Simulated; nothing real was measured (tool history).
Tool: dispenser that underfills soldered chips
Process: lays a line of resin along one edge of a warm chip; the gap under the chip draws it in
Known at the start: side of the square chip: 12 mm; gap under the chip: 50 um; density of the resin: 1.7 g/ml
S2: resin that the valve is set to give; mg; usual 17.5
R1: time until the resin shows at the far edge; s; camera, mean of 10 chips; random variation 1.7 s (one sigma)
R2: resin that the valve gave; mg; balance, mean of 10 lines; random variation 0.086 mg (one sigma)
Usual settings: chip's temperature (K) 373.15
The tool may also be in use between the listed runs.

Run 1, hour 0: usual settings. Result: R1 211 s, R2 16.61 mg.
At hour 3.1: new syringe of resin.
At hour 12.5: new syringe of resin.
Run 2, hour 15.9: usual settings but chip's temperature (K) 368.15. Result: R1 228.4 s, R2 16.67 mg.
At hour 22.3: new syringe of resin.
Run 3, hour 27.2: usual settings but S2 16.1 mg. Result: R1 205.5 s, R2 15.07 mg.
At hour 31.9: new syringe of resin.
Run 4, hour 36.6: usual settings but S2 16.1 mg. Result: R1 194.9 s, R2 15.08 mg.
At hour 41.6: new syringe of resin.
At hour 50.9: new syringe of resin.
Run 5, hour 50.9: usual settings but S2 22.3 mg. Result: R1 161.1 s, R2 20.48 mg.
At hour 58.3: dispensing valve cleaned and set on the balance.
At hour 61.4: new syringe of resin.
Run 6, hour 67.1: usual settings but S2 22.3 mg. Result: R1 198.6 s, R2 22.21 mg.
At hour 70.6: new syringe of resin.
At hour 80.2: new syringe of resin.
Run 7, hour 80.6: usual settings but chip's temperature (K) 374.15. Result: R1 161.6 s, R2 17.29 mg.
At hour 89.3: new syringe of resin.
Run 8, hour 91.5: usual settings. Result: R1 175.5 s, R2 17.17 mg.
At hour 98.8: new syringe of resin.
Run 9, hour 106.1: usual settings. Result: R1 210.9 s, R2 17.06 mg.
At hour 107.9: new syringe of resin.
At hour 117.8: new syringe of resin.
Run 10, hour 122.6: usual settings. Result: R1 197.3 s, R2 16.84 mg.
At hour 127: new syringe of resin.
At hour 137: new syringe of resin.
Run 11, hour 139.4: usual settings but S2 16.9 mg. Result: R1 186.6 s, R2 16 mg.
At hour 146.4: new syringe of resin.
Run 12, hour 152.7: usual settings but S2 16.9 mg. Result: R1 212.2 s, R2 15.95 mg.
At hour 156: new syringe of resin.
At hour 165.8: new syringe of resin.
Run 13, hour 167.9: usual settings. Result: R1 179.4 s, R2 16.2 mg.
At hour 175.7: new syringe of resin.
At hour 184.8: new syringe of resin.
At hour 185.8: dispensing valve cleaned and set on the balance.
Run 14, hour 186.4: usual settings but S2 16.1 mg. Result: R1 170 s, R2 16.1 mg.
At hour 194.9: new syringe of resin.
Run 15, hour 200.1: usual settings but S2 16.1 mg. Result: R1 204.7 s, R2 16.01 mg.
At hour 204: new syringe of resin.
Run 16, hour 209.3: usual settings but S2 16.1 mg. Result: R1 204.6 s, R2 15.87 mg.
At hour 213.1: new syringe of resin.
Run 17, hour 220.7: usual settings but chip's temperature (K) 384.15. Result: R1 145.5 s, R2 17.08 mg.
At hour 223.1: new syringe of resin.
Run 18, hour 230.3: usual settings but chip's temperature (K) 384.15. Result: R1 143.7 s, R2 16.94 mg.
At hour 233: new syringe of resin.
At hour 242.2: new syringe of resin.
Run 19, hour 248: usual settings but chip's temperature (K) 369.15, S2 17.6 mg. Result: R1 227.3 s, R2 16.88 mg.
At hour 251.4: new syringe of resin.
Run 20, hour 256.2: usual settings but chip's temperature (K) 369.15, S2 17.6 mg. Result: R1 221.7 s, R2 16.75 mg.
At hour 261.2: new syringe of resin.
Run 21, hour 266.5: usual settings but chip's temperature (K) 375.15, S2 15 mg. Result: R1 184.9 s, R2 14.2 mg.
At hour 270.7: new syringe of resin.
At hour 280: new syringe of resin.
Run 22, hour 282.1: usual settings but chip's temperature (K) 375.15, S2 15 mg. Result: R1 166.5 s, R2 14.04 mg.
At hour 289.3: new syringe of resin.
Run 23, hour 292.8: usual settings but chip's temperature (K) 375.15, S2 15 mg. Result: R1 180.6 s, R2 13.97 mg.
At hour 299.1: new syringe of resin.
Run 24, hour 302.9: usual settings but chip's temperature (K) 375.15, S2 15 mg. Result: R1 183 s, R2 13.74 mg.
At hour 308.6: new syringe of resin.
At hour 312.1: dispensing valve cleaned and set on the balance.
Run 25, hour 315.9: usual settings but chip's temperature (K) 375.15, S2 15 mg. Result: R1 198.4 s, R2 14.94 mg.
At hour 319.2: new syringe of resin.
Run 26, hour 326.9: usual settings but chip's temperature (K) 375.15, S2 15 mg. Result: R1 208.6 s, R2 14.79 mg.
At hour 328.4: new syringe of resin.
At hour 337.9: new syringe of resin.
Run 27, hour 339.2: usual settings but chip's temperature (K) 376.15, S2 20.5 mg. Result: R1 141.7 s, R2 20.16 mg.

The next listed run, before its measurement:
At hour 347.1: new syringe of resin.
Run 28, hour 353.7: usual settings but chip's temperature (K) 361.15, S2 19.4 mg. Result: R1 ?, R2 ?.

{"run 28": {"R1": 311.9, "R2": 19}}
Without the tool's hidden state the same run would have given R1 257.3 s, R2 19.51 mg.
